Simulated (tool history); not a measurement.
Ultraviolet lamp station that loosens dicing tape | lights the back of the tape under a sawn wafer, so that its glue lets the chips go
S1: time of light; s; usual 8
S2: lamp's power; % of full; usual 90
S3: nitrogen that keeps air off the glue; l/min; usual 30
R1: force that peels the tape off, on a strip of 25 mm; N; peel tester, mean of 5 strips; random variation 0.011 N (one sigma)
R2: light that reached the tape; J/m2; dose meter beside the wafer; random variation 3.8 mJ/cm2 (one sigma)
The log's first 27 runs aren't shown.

run	day	S1	S2	S3	R1	R2
28	68.529	11	77	13	0.761	7550
# day 69.275: window cleaned of glue's vapour
29	70.329	11	77	13	0.795	7540
30	72.504	11	77	13	0.767	7640
31	75.383	11	77	13	0.771	7640
32	76.883	11	77	13	0.783	7650
33	79.283	11	77	13	0.815	7710
# day 79.696: gauge calibrated
34	80.946	11	70	21	0.601	6900
35	83.533	8	88	25	0.631	6280
36	85.333	8	70	15	1.513	4980
37	87.738	13	67	31	0.298	7890
38	89.296	5	90	30	1.298	4020
39	90.875	6	73	18	1.845	3930
# day 92.404: window cleaned of glue's vapour
40	92.958	6	73	18	1.81	3930
41	95.962	10	74	10	1.225	6600
42	97.933	10	74	10	1.276	6630
43	100.525	11	83	45	0.179	8240

3 ways to go on from here, each from the tool as it stands after run 43. What would each give?
A	102.417	10	90	60	?	?
B	102.417	8	62	30	?	?
C	102.417	11	79	21	?	?

run	R1	R2
A	0.145	8110
B	1.098	4470
C	0.463	7770
Without the tool's hidden state the same runs would have given:
run	R1	R2
A	0.144	8010
B	1.094	4420
C	0.461	7680
